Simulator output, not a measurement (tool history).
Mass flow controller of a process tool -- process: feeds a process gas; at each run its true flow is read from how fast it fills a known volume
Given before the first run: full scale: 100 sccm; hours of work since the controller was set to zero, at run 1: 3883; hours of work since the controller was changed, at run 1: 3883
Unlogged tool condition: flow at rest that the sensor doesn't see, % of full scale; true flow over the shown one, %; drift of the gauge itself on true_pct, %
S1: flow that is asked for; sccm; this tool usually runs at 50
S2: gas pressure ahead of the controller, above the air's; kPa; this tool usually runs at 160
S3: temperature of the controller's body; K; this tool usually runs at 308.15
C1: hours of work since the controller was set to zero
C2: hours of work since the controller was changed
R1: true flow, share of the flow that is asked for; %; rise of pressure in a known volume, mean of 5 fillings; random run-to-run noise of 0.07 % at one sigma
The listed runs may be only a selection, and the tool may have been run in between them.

run,hour,S1,S2,S3,C1,C2,R1
1,0.0,50,160,308.15,3883,3883,100.45
2,111.9,50,160,308.15,3949,3949,100.46
3,260.6,50,160,308.15,4036,4036,100.58
4,387.7,50,160,313.15,4111,4111,100.74
5,580.6,50,160,313.15,4225,4225,100.78
6,761.4,50,160,313.15,4331,4331,100.88
7,870.1,50,160,294.15,4395,4395,100.07
8,1085.5,50,160,294.15,4522,4522,100.07
9,1236.9,50,224,308.15,4611,4611,100.93
10,1330.5,50,224,308.15,4666,4666,100.95
11,1490.6,50,224,308.15,4760,4760,100.94
12,1682.3,50,224,308.15,4873,4873,100.96
13,1879.0,50,224,308.15,4989,4989,100.96
14,2014.1,13,160,308.15,5069,5069,102.31
# hour 2136.5: controller's zero set anew
15,2193.0,50,269,308.15,33,5174,101.60
16,2289.1,50,160,308.15,90,5230,101.21
17,2399.3,50,160,308.15,155,5295,101.29
18,2568.3,50,160,308.15,254,5395,101.37
19,2707.1,50,160,308.15,336,5476,101.27
20,2824.1,50,160,308.15,405,5545,101.23
# hour 2948.2: controller's zero set anew, once more
21,2994.3,50,160,308.15,27,5645,100.25
22,3177.3,50,160,308.15,135,5753,100.19
23,3344.5,50,160,308.15,233,5851,100.25
24,3436.5,50,160,308.15,287,5905,100.39
25,3620.6,50,160,308.15,396,6014,100.33
26,3825.0,50,140,312.15,516,6134,100.47
27,3925.8,50,140,312.15,576,6194,100.51
28,4093.7,23,247,309.15,674,6292,100.27
29,4239.2,99,147,294.15,760,6378,100.60
30,4361.9,75,251,294.15,832,6450,100.47
31,4551.7,75,251,294.15,944,6562,100.44
32,4642.7,24,279,308.15,998,6616,100.59
33,4855.9,27,226,298.15,1123,6741,99.86
34,4956.5,50,274,313.15,1182,6800,100.92
35,5117.6,50,250,308.15,1277,6895,100.89
36,5296.4,50,250,308.15,1383,7001,100.80
37,5454.0,50,250,308.15,1475,7093,100.71
38,5648.4,50,160,303.15,1590,7208,100.42
39,5761.5,50,160,297.15,1656,7274,100.17
40,5871.3,50,160,297.15,1721,7339,100.18
41,6022.9,65,185,305.15,1810,7428,100.82
42,6229.5,65,185,305.15,1932,7550,100.95

Expected results for the next run?
43,6415.5,65,185,305.15,2041,7659,?

For run 43 the tool returned R1 100.99 %.
On a tool with no hidden condition, and with the same random variation, this run would have come out at R1 99.66 %.
